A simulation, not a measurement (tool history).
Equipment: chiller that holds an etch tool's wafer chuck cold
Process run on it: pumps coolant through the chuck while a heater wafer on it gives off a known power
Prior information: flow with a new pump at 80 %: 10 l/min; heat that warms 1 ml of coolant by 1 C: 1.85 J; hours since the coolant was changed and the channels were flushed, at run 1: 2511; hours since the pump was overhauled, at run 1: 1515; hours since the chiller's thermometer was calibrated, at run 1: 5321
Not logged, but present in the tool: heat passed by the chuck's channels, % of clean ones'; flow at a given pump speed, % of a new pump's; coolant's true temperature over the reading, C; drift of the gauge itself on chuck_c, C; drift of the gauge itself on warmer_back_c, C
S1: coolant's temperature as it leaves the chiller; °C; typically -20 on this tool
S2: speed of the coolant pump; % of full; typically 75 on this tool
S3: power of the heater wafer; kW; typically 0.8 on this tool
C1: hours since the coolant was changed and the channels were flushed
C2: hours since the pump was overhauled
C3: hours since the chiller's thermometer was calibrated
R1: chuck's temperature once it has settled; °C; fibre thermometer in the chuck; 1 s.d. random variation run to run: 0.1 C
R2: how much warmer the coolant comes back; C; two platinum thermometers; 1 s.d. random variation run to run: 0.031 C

{"run": 1, "day": 0.0, "S1": -20, "S2": 75, "S3": 0.8, "C1": 2511, "C2": 1515, "C3": 5321, "R1": -10.9, "R2": 2.88}
{"run": 2, "day": 2.471, "S1": -20, "S2": 93, "S3": 0.8, "C1": 2570, "C2": 1574, "C3": 5381, "R1": -12.3, "R2": 2.27}
{"run": 3, "day": 4.225, "S1": -20, "S2": 86, "S3": 0.8, "C1": 2612, "C2": 1616, "C3": 5423, "R1": -11.7, "R2": 2.48}
{"run": 4, "day": 6.162, "S1": -20, "S2": 86, "S3": 0.8, "C1": 2659, "C2": 1663, "C3": 5469, "R1": -11.8, "R2": 2.46}
{"run": 5, "day": 7.6, "S1": -20, "S2": 75, "S3": 0.8, "C1": 2693, "C2": 1697, "C3": 5504, "R1": -10.7, "R2": 2.87}
{"run": 6, "day": 9.25, "S1": -20, "S2": 75, "S3": 0.8, "C1": 2733, "C2": 1737, "C3": 5543, "R1": -10.6, "R2": 2.89}
{"run": 7, "day": 11.012, "S1": -20, "S2": 75, "S3": 0.918, "C1": 2775, "C2": 1779, "C3": 5586, "R1": -9.4, "R2": 3.34}
{"run": 8, "day": 12.104, "S1": -20, "S2": 75, "S3": 0.918, "C1": 2802, "C2": 1805, "C3": 5612, "R1": -9.2, "R2": 3.37}
{"run": 9, "day": 13.462, "S1": -20, "S2": 75, "S3": 0.918, "C1": 2834, "C2": 1838, "C3": 5644, "R1": -9.4, "R2": 3.31}
{"run": 10, "day": 14.908, "S1": -20, "S2": 75, "S3": 0.476, "C1": 2869, "C2": 1873, "C3": 5679, "R1": -14.2, "R2": 1.73}
{"run": 11, "day": 16.05, "S1": -20, "S2": 75, "S3": 0.476, "C1": 2896, "C2": 1900, "C3": 5707, "R1": -14.1, "R2": 1.72}
{"run": 12, "day": 18.112, "S1": -20, "S2": 89, "S3": 0.8, "C1": 2946, "C2": 1950, "C3": 5756, "R1": -11.9, "R2": 2.37}
{"run": 13, "day": 19.808, "S1": -20, "S2": 89, "S3": 0.8, "C1": 2986, "C2": 1990, "C3": 5797, "R1": -11.8, "R2": 2.45}
{"run": 14, "day": 21.683, "S1": -11, "S2": 71, "S3": 0.438, "C1": 3031, "C2": 2035, "C3": 5842, "R1": -5.4, "R2": 1.66}
{"day": 23.654, "done": "chiller's thermometer calibrated"}
{"run": 15, "day": 23.862, "S1": -20, "S2": 76, "S3": 0.459, "C1": 3083, "C2": 2087, "C3": 5, "R1": -15, "R2": 1.6}
{"day": 24.262, "done": "coolant pump overhauled"}
{"run": 16, "day": 26.421, "S1": -10, "S2": 94, "S3": 0.96, "C1": 3139, "C2": 52, "C3": 61, "R1": -1.1, "R2": 2.76}

Forecast run 17:
{"run": 17, "day": 28.171, "S1": -10, "S2": 94, "S3": 0.96, "C1": 3181, "C2": 94, "C3": 103, "R1": "?", "R2": "?"}

For run 17 the tool returned R1 -1.1 °C, R2 2.8 C.
If the tool had no hidden condition, the same run with the same run-to-run variation would have returned R1 -1.9 °C, R2 2.62 C.
